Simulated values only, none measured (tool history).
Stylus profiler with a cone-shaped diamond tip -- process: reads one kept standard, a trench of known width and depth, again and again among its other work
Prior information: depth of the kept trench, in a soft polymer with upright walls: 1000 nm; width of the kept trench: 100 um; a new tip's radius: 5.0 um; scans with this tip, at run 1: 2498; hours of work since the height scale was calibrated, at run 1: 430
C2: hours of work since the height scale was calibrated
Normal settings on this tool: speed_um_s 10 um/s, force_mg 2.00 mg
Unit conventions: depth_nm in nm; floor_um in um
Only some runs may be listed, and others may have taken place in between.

run 1 hour=0.0 | speed_um_s=10 force_mg=2.00 | scans_with_this_tip=2498 C2=430 | depth_nm=1004.52 floor_um=93.98
run 2 hour=37.8 | speed_um_s=10 force_mg=2.00 | scans_with_this_tip=2606 C2=449 | depth_nm=1004.53 floor_um=93.93
run 3 hour=85.1 | speed_um_s=10 force_mg=2.00 | scans_with_this_tip=2742 C2=472 | depth_nm=1004.56 floor_um=93.96
run 4 hour=135.0 | speed_um_s=10 force_mg=2.00 | scans_with_this_tip=2885 C2=497 | depth_nm=1004.68 floor_um=93.93
run 5 hour=184.8 | speed_um_s=8 force_mg=2.00 | scans_with_this_tip=3028 C2=522 | depth_nm=1004.47 floor_um=93.94
run 6 hour=235.1 | speed_um_s=8 force_mg=1.16 | scans_with_this_tip=3172 C2=546 | depth_nm=1003.17 floor_um=93.90
run 7 hour=297.5 | speed_um_s=2 force_mg=2.00 | scans_with_this_tip=3351 C2=577 | depth_nm=1004.47 floor_um=93.97
run 8 hour=344.5 | speed_um_s=2 force_mg=2.00 | scans_with_this_tip=3486 C2=601 | depth_nm=1004.59 floor_um=93.98
run 9 hour=401.5 | speed_um_s=2 force_mg=2.00 | scans_with_this_tip=3649 C2=629 | depth_nm=1004.62 floor_um=93.95
run 10 hour=447.2 | speed_um_s=13 force_mg=2.00 | scans_with_this_tip=3780 C2=651 | depth_nm=1004.68 floor_um=93.89
run 11 hour=484.2 | speed_um_s=13 force_mg=2.46 | scans_with_this_tip=3887 C2=670 | depth_nm=1005.27 floor_um=93.88
run 12 hour=522.9 | speed_um_s=13 force_mg=2.46 | scans_with_this_tip=3998 C2=689 | depth_nm=1005.20 floor_um=93.94
run 13 hour=551.0 | speed_um_s=10 force_mg=2.00 | scans_with_this_tip=4079 C2=703 | depth_nm=1004.67 floor_um=93.94
run 14 hour=615.4 | speed_um_s=10 force_mg=2.00 | scans_with_this_tip=4263 C2=734 | depth_nm=1004.52 floor_um=93.97
run 15 hour=665.8 | speed_um_s=10 force_mg=2.00 | scans_with_this_tip=4408 C2=759 | depth_nm=1004.55 floor_um=93.90
run 16 hour=722.3 | speed_um_s=10 force_mg=2.00 | scans_with_this_tip=4570 C2=787 | depth_nm=1004.53 floor_um=93.99
run 17 hour=775.1 | speed_um_s=10 force_mg=2.00 | scans_with_this_tip=4721 C2=813 | depth_nm=1004.49 floor_um=93.95
run 18 hour=812.2 | speed_um_s=3 force_mg=4.36 | scans_with_this_tip=4828 C2=832 | depth_nm=1007.70 floor_um=93.93
run 19 hour=853.8 | speed_um_s=3 force_mg=4.36 | scans_with_this_tip=4947 C2=852 | depth_nm=1007.75 floor_um=93.97
run 20 hour=901.5 | speed_um_s=29 force_mg=0.69 | scans_with_this_tip=5084 C2=876 | depth_nm=1002.21 floor_um=93.67
run 21 hour=932.3 | speed_um_s=8 force_mg=1.23 | scans_with_this_tip=5172 C2=891 | depth_nm=1003.28 floor_um=93.90
-- hour=966.2 height scale calibrated on a step standard
run 22 hour=992.3 | speed_um_s=8 force_mg=1.23 | scans_with_this_tip=5343 C2=13 | depth_nm=1003.25 floor_um=93.93
run 23 hour=1054.5 | speed_um_s=3 force_mg=3.71 | scans_with_this_tip=5522 C2=44 | depth_nm=1006.97 floor_um=93.87
run 24 hour=1107.4 | speed_um_s=9 force_mg=5.56 | scans_with_this_tip=5673 C2=70 | depth_nm=1009.18 floor_um=94.01
run 25 hour=1142.8 | speed_um_s=9 force_mg=5.56 | scans_with_this_tip=5775 C2=87 | depth_nm=1009.26 floor_um=93.95
run 26 hour=1192.4 | speed_um_s=9 force_mg=5.56 | scans_with_this_tip=5917 C2=112 | depth_nm=1008.95 floor_um=93.97
run 27 hour=1226.4 | speed_um_s=3 force_mg=5.74 | scans_with_this_tip=6015 C2=129 | depth_nm=1009.22 floor_um=94.00
run 28 hour=1283.5 | speed_um_s=14 force_mg=1.45 | scans_with_this_tip=6179 C2=157 | depth_nm=1003.61 floor_um=93.90
run 29 hour=1341.2 | speed_um_s=32 force_mg=0.84 | scans_with_this_tip=6344 C2=185 | depth_nm=1002.69 floor_um=93.72
run 30 hour=1367.5 | speed_um_s=10 force_mg=2.45 | scans_with_this_tip=6420 C2=198 | depth_nm=1005.17 floor_um=93.97
run 31 hour=1413.3 | speed_um_s=15 force_mg=2.45 | scans_with_this_tip=6551 C2=221 | depth_nm=1005.26 floor_um=93.93
run 32 hour=1462.9 | speed_um_s=17 force_mg=0.97 | scans_with_this_tip=6693 C2=245 | depth_nm=1002.82 floor_um=93.85
run 33 hour=1489.5 | speed_um_s=2 force_mg=0.93 | scans_with_this_tip=6770 C2=259 | depth_nm=1002.67 floor_um=93.98
run 34 hour=1525.7 | speed_um_s=17 force_mg=1.78 | scans_with_this_tip=6873 C2=277 | depth_nm=1004.24 floor_um=93.86

Branching from run 34: 3 alternative next runs. What would each branch give?
run A hour=1589.6 | speed_um_s=16 force_mg=1.24 | scans_with_this_tip=7057 C2=308 | depth_nm=? floor_um=?
run B hour=1589.6 | speed_um_s=20 force_mg=3.68 | scans_with_this_tip=7057 C2=308 | depth_nm=? floor_um=?
run C hour=1589.6 | speed_um_s=10 force_mg=0.74 | scans_with_this_tip=7057 C2=308 | depth_nm=? floor_um=?

run=A depth_nm=1003.34 floor_um=93.85
run=B depth_nm=1006.99 floor_um=93.89
run=C depth_nm=1002.33 floor_um=93.88
Without the tool's hidden state the same runs would have given:
run=A depth_nm=1003.34 floor_um=93.88
run=B depth_nm=1006.99 floor_um=93.92
run=C depth_nm=1002.33 floor_um=93.91
